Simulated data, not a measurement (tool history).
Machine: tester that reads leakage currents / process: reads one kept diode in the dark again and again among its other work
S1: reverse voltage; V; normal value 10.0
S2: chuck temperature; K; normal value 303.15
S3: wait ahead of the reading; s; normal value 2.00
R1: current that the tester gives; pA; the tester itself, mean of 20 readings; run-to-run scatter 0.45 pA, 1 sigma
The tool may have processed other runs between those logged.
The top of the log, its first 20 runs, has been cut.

-- day=45.104 tester calibrated
run 21 day=46.025 | S1=10.0 S2=303.15 S3=2.29 | R1=156.73
run 22 day=48.046 | S1=10.0 S2=327.15 S3=4.99 | R1=796.57
run 23 day=50.388 | S1=3.6 S2=327.15 S3=4.99 | R1=551.86
run 24 day=53.275 | S1=3.6 S2=327.15 S3=4.99 | R1=554.61
run 25 day=56.421 | S1=6.1 S2=330.15 S3=2.35 | R1=810.20
run 26 day=58.604 | S1=6.1 S2=330.15 S3=2.35 | R1=810.58
run 27 day=60.496 | S1=1.4 S2=323.15 S3=1.42 | R1=304.08
-- day=60.704 chuck's temperature calibrated
run 28 day=62.883 | S1=3.3 S2=323.15 S3=0.80 | R1=419.59
run 29 day=65.833 | S1=8.8 S2=317.15 S3=0.37 | R1=407.64
run 30 day=68.988 | S1=10.0 S2=296.15 S3=2.00 | R1=97.97
run 31 day=70.975 | S1=2.2 S2=310.15 S3=2.00 | R1=150.36
run 32 day=73.167 | S1=2.3 S2=316.15 S3=6.93 | R1=232.75
-- day=74.679 chuck's temperature calibrated, once more
run 33 day=74.717 | S1=2.3 S2=316.15 S3=6.93 | R1=220.97
run 34 day=77.408 | S1=3.8 S2=308.15 S3=1.56 | R1=152.84
run 35 day=80.412 | S1=3.8 S2=308.15 S3=1.56 | R1=154.04
run 36 day=82.012 | S1=11.7 S2=328.15 S3=2.94 | R1=873.04
run 37 day=84.642 | S1=11.7 S2=328.15 S3=2.94 | R1=878.30
run 38 day=86.112 | S1=7.9 S2=314.15 S3=2.00 | R1=305.88
run 39 day=88.912 | S1=3.8 S2=333.15 S3=2.00 | R1=795.58
run 40 day=91.021 | S1=3.8 S2=296.15 S3=2.00 | R1=64.85

Each row is a separate what-if for the run after 40, all from the same tool condition, not one after another. Results?
run A day=92.979 | S1=16.5 S2=298.15 S3=6.19 | R1=?
run B day=92.979 | S1=10.0 S2=303.15 S3=2.25 | R1=?
run C day=92.979 | S1=7.1 S2=319.15 S3=0.69 | R1=?
run D day=92.979 | S1=1.3 S2=303.15 S3=2.00 | R1=?

run=A R1=136.69
run=B R1=157.82
run=C R1=414.73
run=D R1=72.04
Stripped of hidden state, with their random variation kept, the same runs would have yielded:
run=A R1=123.51
run=B R1=149.82
run=C R1=409.15
run=D R1=70.97
